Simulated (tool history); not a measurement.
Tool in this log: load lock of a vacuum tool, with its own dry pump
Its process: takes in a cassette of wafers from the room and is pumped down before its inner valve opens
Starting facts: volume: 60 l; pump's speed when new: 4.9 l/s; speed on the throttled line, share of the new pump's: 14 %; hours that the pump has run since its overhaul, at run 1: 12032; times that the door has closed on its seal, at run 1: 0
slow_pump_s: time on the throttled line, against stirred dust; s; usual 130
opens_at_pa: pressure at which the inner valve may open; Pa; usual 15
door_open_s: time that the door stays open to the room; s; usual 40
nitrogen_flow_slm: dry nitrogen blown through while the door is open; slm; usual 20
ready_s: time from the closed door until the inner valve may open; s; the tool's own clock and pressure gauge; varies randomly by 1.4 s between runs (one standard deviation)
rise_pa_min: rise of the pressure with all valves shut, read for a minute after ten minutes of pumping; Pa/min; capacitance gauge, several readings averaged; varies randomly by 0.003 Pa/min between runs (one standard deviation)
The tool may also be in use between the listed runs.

run	hour	slow_pump_s	opens_at_pa	door_open_s	nitrogen_flow_slm	hours that the pump has run since its overhaul	times that the door has closed on its seal	incoming humidity of the room's air, %	ready_s	rise_pa_min
1	0	130	15	40	20	12032	0	43.4	239	0.022
2	499.4	130	15	40	20	12532	2050	46.1	238.4	0.05
3	1055.1	130	14	40	20	13087	4330	45	241.2	0.096
4	1589.7	130	15	40	6	13622	6523	47.2	243.9	0.166
5	2187	130	15	40	6	14219	8974	42.4	246.6	0.222
6	2645.5	130	15	40	6	14678	10856	47.8	246.1	0.285
7	3061.6	130	15	40	7	15094	12563	43.2	245.1	0.347
8	3633.4	130	15	40	7	15666	14909	43.1	249	0.455
# hour 3968.9: dry pump taken out, an overhauled one fitted
9	3989.2	130	15	40	20	20	16345	41.2	218.4	0.51
10	4542.3	130	15	40	20	573	18614	45.1	218.5	0.647
# hour 4973.1: door's seal changed, seat wiped
11	5039.6	130	15	40	20	1069	273	43.7	220.3	0.024
12	5367.8	130	10	40	20	1397	1619	44.6	226.1	0.054
13	5988.9	130	10	25	20	2018	4168	45.8	226.6	0.093
14	6648.5	130	10	25	20	2678	6875	46.5	227.4	0.153
15	7087.5	77	15	113	21	3117	8676	46.9	178.8	0.216
16	7503.3	194	21	113	21	3533	10382	44.9	272.3	0.263
17	7869.5	194	21	113	21	3899	11885	41.7	272.9	0.318
18	8197.8	194	21	113	21	4227	13232	45.4	274.4	0.384
19	8638.8	130	17	40	42	4668	15041	45.2	225.1	0.438
20	8993.4	130	17	40	42	5023	16496	45.5	225.7	0.506
21	9394	130	12	180	7	5424	18140	45.8	230.6	0.644
# hour 9918.9: door's seal changed, seat wiped
22	9918.9	130	12	180	7	5947	0	44.3	232.7	0.058
23	10390.4	203	12	37	7	6418	1934	42.1	292.7	0.055
24	10805	203	12	37	7	6833	3636	46.4	293.1	0.088
25	11366.8	203	12	37	7	7395	5941	43.3	294.5	0.135
26	11985.5	203	12	37	5	8014	8480	44.5	293	0.193

Each row is a separate what-if for the run after 26, all from the same tool condition, not one after another. Results?
A	12498.9	129	21	92	20	8527	10586	45.4	?	?
B	12498.9	210	19	37	5	8527	10586	46.8	?	?
C	12498.9	203	22	37	23	8527	10586	46.3	?	?
D	12498.9	90	12	76	5	8527	10586	48.3	?	?
E	12498.9	71	15	40	20	8527	10586	46.4	?	?

run	ready_s	rise_pa_min
A	224.2	0.264
B	297.1	0.276
C	287.1	0.248
D	200.5	0.274
E	182.2	0.25
Stripped of hidden state, with their random variation kept, the same runs would have yielded:
run	ready_s	rise_pa_min
A	212.2	0.031
B	286.4	0.044
C	276.3	0.018
D	186.7	0.045
E	168.2	0.021

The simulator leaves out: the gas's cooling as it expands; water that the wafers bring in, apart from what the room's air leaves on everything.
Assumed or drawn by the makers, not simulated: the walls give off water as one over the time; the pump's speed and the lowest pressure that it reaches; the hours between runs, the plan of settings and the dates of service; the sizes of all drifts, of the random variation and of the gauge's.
